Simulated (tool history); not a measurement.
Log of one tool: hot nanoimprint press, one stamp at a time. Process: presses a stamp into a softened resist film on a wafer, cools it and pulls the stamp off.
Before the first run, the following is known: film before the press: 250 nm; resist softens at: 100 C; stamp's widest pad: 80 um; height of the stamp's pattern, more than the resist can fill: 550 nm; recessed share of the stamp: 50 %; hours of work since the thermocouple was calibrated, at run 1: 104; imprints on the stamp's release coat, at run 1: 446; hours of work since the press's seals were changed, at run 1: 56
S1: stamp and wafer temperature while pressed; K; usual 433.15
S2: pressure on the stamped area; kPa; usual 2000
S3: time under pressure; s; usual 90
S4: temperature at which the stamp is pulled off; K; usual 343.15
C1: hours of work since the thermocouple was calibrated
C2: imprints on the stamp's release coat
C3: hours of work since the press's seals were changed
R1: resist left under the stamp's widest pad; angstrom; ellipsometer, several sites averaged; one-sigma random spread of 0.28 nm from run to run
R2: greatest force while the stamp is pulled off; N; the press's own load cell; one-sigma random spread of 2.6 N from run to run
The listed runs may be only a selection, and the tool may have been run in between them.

run 1 hour=0.0 | S1=433.15 S2=2000 S3=90 S4=343.15 | C1=104 C2=446 C3=56 | R1=1261 R2=136
run 2 hour=40.5 | S1=433.15 S2=2000 S3=90 S4=343.15 | C1=125 C2=609 C3=77 | R1=1258 R2=138
run 3 hour=64.9 | S1=426.15 S2=2000 S3=90 S4=343.15 | C1=137 C2=707 C3=89 | R1=1713 R2=135
run 4 hour=95.9 | S1=426.15 S2=2000 S3=90 S4=343.15 | C1=153 C2=832 C3=105 | R1=1702 R2=137
run 5 hour=127.4 | S1=426.15 S2=2000 S3=90 S4=343.15 | C1=169 C2=958 C3=121 | R1=1704 R2=143
run 6 hour=180.5 | S1=433.15 S2=1280 S3=90 S4=343.15 | C1=196 C2=1172 C3=148 | R1=1552 R2=149
run 7 hour=205.3 | S1=433.15 S2=1280 S3=90 S4=343.15 | C1=208 C2=1271 C3=161 | R1=1550 R2=151
run 8 hour=228.2 | S1=433.15 S2=1280 S3=90 S4=343.15 | C1=220 C2=1363 C3=172 | R1=1549 R2=153
run 9 hour=272.0 | S1=433.15 S2=1280 S3=90 S4=343.15 | C1=242 C2=1539 C3=195 | R1=1553 R2=163
run 10 hour=314.1 | S1=433.15 S2=1280 S3=48 S4=343.15 | C1=264 C2=1708 C3=216 | R1=1804 R2=158
run 11 hour=363.6 | S1=433.15 S2=1280 S3=48 S4=343.15 | C1=289 C2=1907 C3=241 | R1=1801 R2=167
-- hour=390.4 plate thermocouple calibrated
-- hour=410.8 stamp cleaned and given a new release coat
run 12 hour=413.6 | S1=433.15 S2=1280 S3=48 S4=343.15 | C1=9 C2=11 C3=262 | R1=1835 R2=118
run 13 hour=451.3 | S1=433.15 S2=1280 S3=48 S4=342.15 | C1=28 C2=163 C3=281 | R1=1833 R2=126
run 14 hour=493.2 | S1=433.15 S2=1280 S3=48 S4=342.15 | C1=49 C2=331 C3=302 | R1=1831 R2=134
run 15 hour=527.4 | S1=433.15 S2=1280 S3=48 S4=342.15 | C1=67 C2=469 C3=320 | R1=1836 R2=127
run 16 hour=567.8 | S1=433.15 S2=1280 S3=157 S4=341.15 | C1=87 C2=631 C3=340 | R1=1341 R2=137
run 17 hour=615.9 | S1=433.15 S2=2720 S3=119 S4=349.15 | C1=112 C2=824 C3=365 | R1=990 R2=117
run 18 hour=666.8 | S1=437.15 S2=1770 S3=88 S4=330.15 | C1=137 C2=1029 C3=391 | R1=1135 R2=199
run 19 hour=697.4 | S1=437.15 S2=1770 S3=88 S4=330.15 | C1=153 C2=1152 C3=406 | R1=1136 R2=195
run 20 hour=752.5 | S1=433.15 S2=2000 S3=140 S4=349.15 | C1=181 C2=1373 C3=434 | R1=1096 R2=130

Predict the results of run 21:
run 21 hour=804.3 | S1=433.15 S2=1310 S3=175 S4=343.15 | C1=207 C2=1581 C3=460 | R1=? R2=?

Logged for run 21: R1 1268 angstrom, R2 159 N.
With the hidden condition absent and the run-to-run variation left alone, this run would have shown R1 1277 angstrom, R2 121 N.

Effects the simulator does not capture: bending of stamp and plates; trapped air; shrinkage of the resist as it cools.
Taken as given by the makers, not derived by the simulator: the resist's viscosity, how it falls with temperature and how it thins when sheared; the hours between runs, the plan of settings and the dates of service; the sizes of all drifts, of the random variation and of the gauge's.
